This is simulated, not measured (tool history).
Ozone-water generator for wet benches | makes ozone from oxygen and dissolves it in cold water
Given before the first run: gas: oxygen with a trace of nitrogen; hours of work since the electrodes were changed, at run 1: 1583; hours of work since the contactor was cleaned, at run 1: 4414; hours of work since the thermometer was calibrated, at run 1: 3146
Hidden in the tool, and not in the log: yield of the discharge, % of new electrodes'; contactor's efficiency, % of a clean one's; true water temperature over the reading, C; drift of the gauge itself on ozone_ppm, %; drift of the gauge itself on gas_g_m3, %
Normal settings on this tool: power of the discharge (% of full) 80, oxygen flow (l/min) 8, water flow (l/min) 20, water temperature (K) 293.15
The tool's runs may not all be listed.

run,hour,power of the discharge (% of full),oxygen flow (l/min),water flow (l/min),water temperature (K),hours of work since the electrodes were changed,hours of work since the contactor was cleaned,hours of work since the thermometer was calibrated,dissolved ozone (ppm),ozone in the gas ahead of the water (g/m3)
1,0,80,8,20,293.15,1583,4414,3146,31.5,278.1
2,50,80,8,20,293.15,1628,4459,3191,31.6,281.1
3,85.3,80,8,20,293.15,1660,4491,3223,31.6,276.6
4,134.8,80,8,20,293.15,1705,4536,3267,31.3,278.1
5,171.2,80,8,20,293.15,1737,4568,3300,31.3,276.5
6,218.7,80,8,20,293.15,1780,4611,3343,31,277.6
7,240.6,80,8,20,293.15,1800,4631,3363,31,277.8
8,279,80,8,20,293.15,1835,4666,3398,31.2,276.9
9,309.1,80,8,20,294.15,1862,4693,3425,30.6,275.2
10,341.1,80,8,20,294.15,1891,4722,3454,30.4,275.7
11,363.4,80,8,20,289.15,1911,4742,3474,33.4,277.3
12,395.9,80,8,20,289.15,1940,4771,3503,33.4,277.5
13,420.8,80,8,20,293.15,1963,4794,3526,30.7,274.8
14,449.1,80,8,20,293.15,1988,4819,3551,31.1,274.5
15,482.3,80,5.88,20,293.15,2018,4849,3581,32.7,337.1
16,505,80,5.88,20,293.15,2039,4870,3602,32.6,337.3
17,530.5,70,13.72,20,289.15,2062,4893,3625,26.7,175
18,552.9,70,13.72,20,289.15,2082,4913,3645,26.5,175.6
19,592.6,70,13.72,27,292.15,2118,4949,3681,20.8,176.7
20,630.9,70,13.72,27,292.15,2152,4983,3715,20.9,177.4
21,670.3,70,13.72,27,292.15,2188,5019,3751,20.7,176.6
22,718.6,80,8,20,289.15,2232,5063,3795,33.1,273.7
23,762,42,8,27,289.15,2271,5102,3834,16.8,170.3
24,792.4,46,8.29,29,293.15,2298,5129,3861,15.6,177.1
25,829.5,84,8.29,13,294.15,2332,5163,3895,39,276.5
26,861.2,83,5.98,12,296.15,2360,5191,3923,42.8,339.6
27,912.1,80,8,16,293.15,2406,5237,3969,34.7,274.8
28,951.7,97,8.05,18,289.15,2442,5273,4005,40.6,311.8
29,996.8,97,8.05,18,289.15,2483,5314,4046,40.1,307.5
30,1026.9,80,4.47,20,290.15,2510,5341,4073,34.4,398
31,1062.1,80,6.35,20,290.15,2542,5373,4105,33.2,314.4
32,1087,80,6.35,20,290.15,2564,5395,4127,33.5,316

For some of the steps in dissolved ozone (ppm) from one run to the next: how much would appear even if the tool had no hidden state, given the settings, what came in and random variation, and how much remains for the hidden state plus any gauge scatter that the measured result and the result without hidden state don't share?
Run 21 -> 22: power of the discharge (% of full) 70 -> 80, oxygen flow (l/min) 13.72 -> 8, water flow (l/min) 27 -> 20, water temperature (K) 292.15 -> 289.15. dissolved ozone (ppm) +12.4: hidden state -1.7, all else +14.1.
Run 22 -> 23: power of the discharge (% of full) 80 -> 42, water flow (l/min) 20 -> 27. dissolved ozone (ppm) -16.3: hidden state +2.5, all else -18.8.
Run 24 -> 25: power of the discharge (% of full) 46 -> 84, water flow (l/min) 29 -> 13, water temperature (K) 293.15 -> 294.15. dissolved ozone (ppm) +23.4: hidden state -3.4, all else +26.8.
